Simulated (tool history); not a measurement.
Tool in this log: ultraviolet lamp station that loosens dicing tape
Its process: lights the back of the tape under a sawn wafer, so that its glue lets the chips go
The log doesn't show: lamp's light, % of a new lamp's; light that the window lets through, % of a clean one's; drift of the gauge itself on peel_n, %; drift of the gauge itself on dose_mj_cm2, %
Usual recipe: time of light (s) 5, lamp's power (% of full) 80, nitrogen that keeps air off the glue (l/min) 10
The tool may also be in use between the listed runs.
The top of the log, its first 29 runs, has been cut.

| run | day | time of light (s) | lamp's power (% of full) | nitrogen that keeps air off the glue (l/min) | hours of work of the lamp | hours of work since the window was cleaned | force that peels the tape off (N) | light that reached the tape (mJ/cm²) |
|---|---|---|---|---|---|---|---|---|
| 30 | 16.212 | 4 | 84 | 5 | 353 | 261 | 1.873 | 284 |
| 31 | 16.696 | 8 | 67 | 5 | 361 | 269 | 0.892 | 446 |
| 32 | 17.192 | 8 | 77 | 3 | 369 | 277 | 0.938 | 520 |
| 33 | 17.938 | 8 | 77 | 3 | 382 | 290 | 0.961 | 515 |
| 34 | 18.454 | 2 | 79 | 7 | 391 | 299 | 3.502 | 129 |
| 35 | 19.062 | 7 | 92 | 13 | 401 | 309 | 0.424 | 525 |
| 36 | 19.479 | 7 | 92 | 13 | 408 | 316 | 0.405 | 526 |
| 37 | 19.967 | 7 | 92 | 13 | 416 | 324 | 0.42 | 528 |
| 38 | 20.462 | 4 | 97 | 4 | 424 | 333 | 1.743 | 310 |
|  | 20.538 | window cleaned of glue's vapour |
| 39 | 20.929 | 4 | 97 | 4 | 432 | 7 | 1.629 | 329 |
| 40 | 21.75 | 4 | 97 | 4 | 446 | 20 | 1.638 | 332 |
| 41 | 22.438 | 4 | 97 | 8 | 457 | 32 | 1.173 | 327 |
| 42 | 22.846 | 3 | 61 | 20 | 464 | 39 | 2.315 | 154 |
| 43 | 23.604 | 3 | 61 | 20 | 477 | 52 | 2.362 | 150 |

Each row is a separate what-if for the run after 43, all from the same tool condition, not one after another. Results?
| A | 24.217 | 5 | 75 | 10 | 487 | 62 | ? | ? |
| B | 24.217 | 2 | 82 | 14 | 487 | 62 | ? | ? |
| C | 24.217 | 5 | 63 | 10 | 487 | 62 | ? | ? |

| run | force that peels the tape off (N) | light that reached the tape (mJ/cm²) |
|---|---|---|
| A | 1.141 | 312 |
| B | 2.971 | 131 |
| C | 1.443 | 260 |
Without the tool's hidden state the same runs would have given:
| run | force that peels the tape off (N) | light that reached the tape (mJ/cm²) |
|---|---|---|
| A | 0.879 | 364 |
| B | 2.559 | 154 |
| C | 1.14 | 304 |
